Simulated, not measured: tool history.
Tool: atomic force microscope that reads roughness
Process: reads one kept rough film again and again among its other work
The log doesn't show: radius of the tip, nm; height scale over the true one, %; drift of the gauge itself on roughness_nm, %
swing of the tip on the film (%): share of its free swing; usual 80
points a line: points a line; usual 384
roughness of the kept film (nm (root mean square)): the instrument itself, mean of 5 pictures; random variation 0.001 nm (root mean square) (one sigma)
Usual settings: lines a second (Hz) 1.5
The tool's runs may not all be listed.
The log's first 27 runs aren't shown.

run,hour,lines a second (Hz),swing of the tip on the film (%),points a line,pictures with this tip,hours of work since the height scale was calibrated,roughness of the kept film (nm (root mean square))
# hour 428.8: new tip fitted
28,439.8,1.5,62,1000,13,526,1.347
29,449.7,1.5,62,1000,24,531,1.344
30,469.4,3.55,63,269,46,541,1.23
31,482.6,1.02,56,365,61,548,1.384
32,500.9,1.02,56,365,82,557,1.381
33,518.9,1.02,61,365,102,566,1.365
34,530.3,0.84,61,375,115,572,1.375
35,548.2,1.35,56,384,135,581,1.368
36,567.2,1.35,55,371,156,590,1.368
37,576.4,3.53,69,371,167,595,1.155
38,594.2,3.53,69,371,187,604,1.154
39,613.9,3.53,62,495,209,614,1.234
40,633.5,1.41,62,599,231,624,1.334
41,642.9,1.41,62,599,242,628,1.333
42,655.3,1.41,62,599,255,635,1.332
43,670.1,1.41,62,599,272,642,1.332
44,687,2.49,67,390,291,651,1.233
45,700.2,0.83,61,364,306,657,1.362
# hour 717.3: new tip fitted
46,720,0.83,61,835,3,667,1.386
47,735.6,0.58,68,915,20,675,1.38
48,747.9,0.58,68,915,34,681,1.38
49,757.4,1.5,77,302,45,686,1.24
50,770.5,1.23,86,490,60,692,1.198

Forecast each of these 3 alternatives for the next run:
A,786,1.23,61,490,77,700,?
B,786,2.95,80,384,77,700,?
C,786,1.03,80,397,77,700,?

run,roughness of the kept film (nm (root mean square))
A,1.36
B,1.062
C,1.271
Without the tool's hidden state the same runs would have given:
run,roughness of the kept film (nm (root mean square))
A,1.357
B,1.06
C,1.269
